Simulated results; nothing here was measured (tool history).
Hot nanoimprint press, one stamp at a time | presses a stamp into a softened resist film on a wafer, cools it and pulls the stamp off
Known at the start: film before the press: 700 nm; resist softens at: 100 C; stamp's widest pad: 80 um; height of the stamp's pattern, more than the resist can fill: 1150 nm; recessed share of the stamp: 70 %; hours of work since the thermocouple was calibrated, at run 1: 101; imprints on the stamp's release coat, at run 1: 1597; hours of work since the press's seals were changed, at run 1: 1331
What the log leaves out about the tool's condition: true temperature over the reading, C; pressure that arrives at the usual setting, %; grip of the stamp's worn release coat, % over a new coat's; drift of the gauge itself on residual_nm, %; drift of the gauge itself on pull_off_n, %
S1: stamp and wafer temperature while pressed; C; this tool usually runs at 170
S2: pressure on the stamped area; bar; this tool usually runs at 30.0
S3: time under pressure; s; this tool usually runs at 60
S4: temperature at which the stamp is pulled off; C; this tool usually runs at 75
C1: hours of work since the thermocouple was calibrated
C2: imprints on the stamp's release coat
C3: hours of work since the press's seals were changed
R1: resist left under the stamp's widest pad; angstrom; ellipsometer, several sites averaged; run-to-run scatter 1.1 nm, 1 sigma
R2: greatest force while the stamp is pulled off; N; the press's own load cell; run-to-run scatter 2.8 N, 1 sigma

run 1 hour=0.0 | S1=170 S2=30.0 S3=60 S4=75 | C1=101 C2=1597 C3=1331 | R1=3333 R2=133
-- hour=21.2 press's hydraulic seals changed and the load cell set to zero
-- hour=50.4 stamp cleaned and given a new release coat
run 2 hour=92.7 | S1=170 S2=30.0 S3=60 S4=75 | C1=146 C2=115 C3=37 | R1=3331 R2=130
run 3 hour=149.3 | S1=159 S2=30.0 S3=60 S4=75 | C1=179 C2=269 C3=70 | R1=5296 R2=127
run 4 hour=225.4 | S1=170 S2=30.0 S3=60 S4=75 | C1=222 C2=477 C3=113 | R1=3345 R2=134
run 5 hour=302.6 | S1=170 S2=30.0 S3=60 S4=75 | C1=266 C2=687 C3=157 | R1=3354 R2=127
run 6 hour=342.4 | S1=170 S2=30.0 S3=60 S4=75 | C1=289 C2=795 C3=180 | R1=3339 R2=125
-- hour=427.0 plate thermocouple calibrated
run 7 hour=427.0 | S1=170 S2=30.0 S3=60 S4=75 | C1=0 C2=1017 C3=226 | R1=3367 R2=127
run 8 hour=474.0 | S1=170 S2=30.0 S3=60 S4=75 | C1=27 C2=1145 C3=253 | R1=3345 R2=132
run 9 hour=530.8 | S1=170 S2=30.8 S3=60 S4=75 | C1=59 C2=1299 C3=286 | R1=3320 R2=131
run 10 hour=605.0 | S1=170 S2=30.0 S3=73 S4=75 | C1=102 C2=1501 C3=328 | R1=3132 R2=130
run 11 hour=643.8 | S1=170 S2=30.0 S3=73 S4=75 | C1=124 C2=1607 C3=350 | R1=3167 R2=125
-- hour=681.7 stamp cleaned and given a new release coat
run 12 hour=727.4 | S1=170 S2=30.0 S3=73 S4=75 | C1=168 C2=124 C3=394 | R1=3136 R2=124
run 13 hour=781.5 | S1=171 S2=30.0 S3=60 S4=75 | C1=199 C2=271 C3=425 | R1=3228 R2=136
run 14 hour=846.6 | S1=170 S2=30.0 S3=60 S4=75 | C1=236 C2=448 C3=462 | R1=3386 R2=128
run 15 hour=929.0 | S1=170 S2=30.0 S3=60 S4=75 | C1=283 C2=673 C3=509 | R1=3392 R2=130
run 16 hour=979.2 | S1=170 S2=37.8 S3=111 S4=75 | C1=312 C2=809 C3=538 | R1=2386 R2=130
-- hour=1025.3 plate thermocouple calibrated
run 17 hour=1034.0 | S1=178 S2=30.0 S3=54 S4=73 | C1=5 C2=950 C3=568 | R1=2393 R2=135
run 18 hour=1109.5 | S1=170 S2=26.8 S3=41 S4=78 | C1=48 C2=1156 C3=611 | R1=4057 R2=123
run 19 hour=1170.6 | S1=164 S2=29.3 S3=94 S4=75 | C1=83 C2=1322 C3=645 | R1=3913 R2=133
run 20 hour=1233.1 | S1=164 S2=29.3 S3=94 S4=75 | C1=119 C2=1492 C3=681 | R1=3946 R2=130
run 21 hour=1292.9 | S1=164 S2=47.7 S3=79 S4=81 | C1=153 C2=1655 C3=715 | R1=3309 R2=113
-- hour=1311.7 stamp cleaned and given a new release coat
run 22 hour=1369.1 | S1=170 S2=25.7 S3=60 S4=65 | C1=193 C2=156 C3=755 | R1=3651 R2=156
run 23 hour=1417.2 | S1=158 S2=30.3 S3=39 S4=79 | C1=220 C2=287 C3=783 | R1=5940 R2=115
run 24 hour=1463.9 | S1=180 S2=30.0 S3=60 S4=82 | C1=247 C2=414 C3=809 | R1=2089 R2=110
run 25 hour=1532.3 | S1=180 S2=30.0 S3=60 S4=82 | C1=286 C2=600 C3=848 | R1=2100 R2=107
run 26 hour=1587.7 | S1=180 S2=30.0 S3=60 S4=82 | C1=317 C2=751 C3=880 | R1=2097 R2=107
-- hour=1622.2 plate thermocouple calibrated
run 27 hour=1669.0 | S1=173 S2=23.2 S3=74 S4=83 | C1=27 C2=964 C3=925 | R1=3134 R2=103
run 28 hour=1719.5 | S1=173 S2=23.2 S3=98 S4=70 | C1=56 C2=1101 C3=953 | R1=2834 R2=141
run 29 hour=1791.2 | S1=172 S2=30.0 S3=31 S4=75 | C1=96 C2=1296 C3=994 | R1=3883 R2=131

Below are 4 alternative next runs, each starting from the tool's condition after run 29. Predict each:
-- hour=1809.9 gauge calibrated
run A hour=1853.8 | S1=172 S2=36.5 S3=115 S4=76 | C1=132 C2=1467 C3=1030 | R1=? R2=?
-- hour=1809.9 gauge calibrated
run B hour=1853.8 | S1=172 S2=30.0 S3=35 S4=76 | C1=132 C2=1467 C3=1030 | R1=? R2=?
-- hour=1809.9 gauge calibrated
run C hour=1853.8 | S1=172 S2=39.2 S3=31 S4=81 | C1=132 C2=1467 C3=1030 | R1=? R2=?
-- hour=1809.9 gauge calibrated
run D hour=1853.8 | S1=167 S2=19.8 S3=31 S4=75 | C1=132 C2=1467 C3=1030 | R1=? R2=?

run=A R1=2145 R2=125
run=B R1=3641 R2=124
run=C R1=3346 R2=111
run=D R1=5310 R2=122
The same runs, with their run-to-run variation unchanged, on a tool lacking any hidden condition would have given:
run=A R1=2143 R2=124
run=B R1=3637 R2=123
run=C R1=3342 R2=110
run=D R1=5306 R2=121
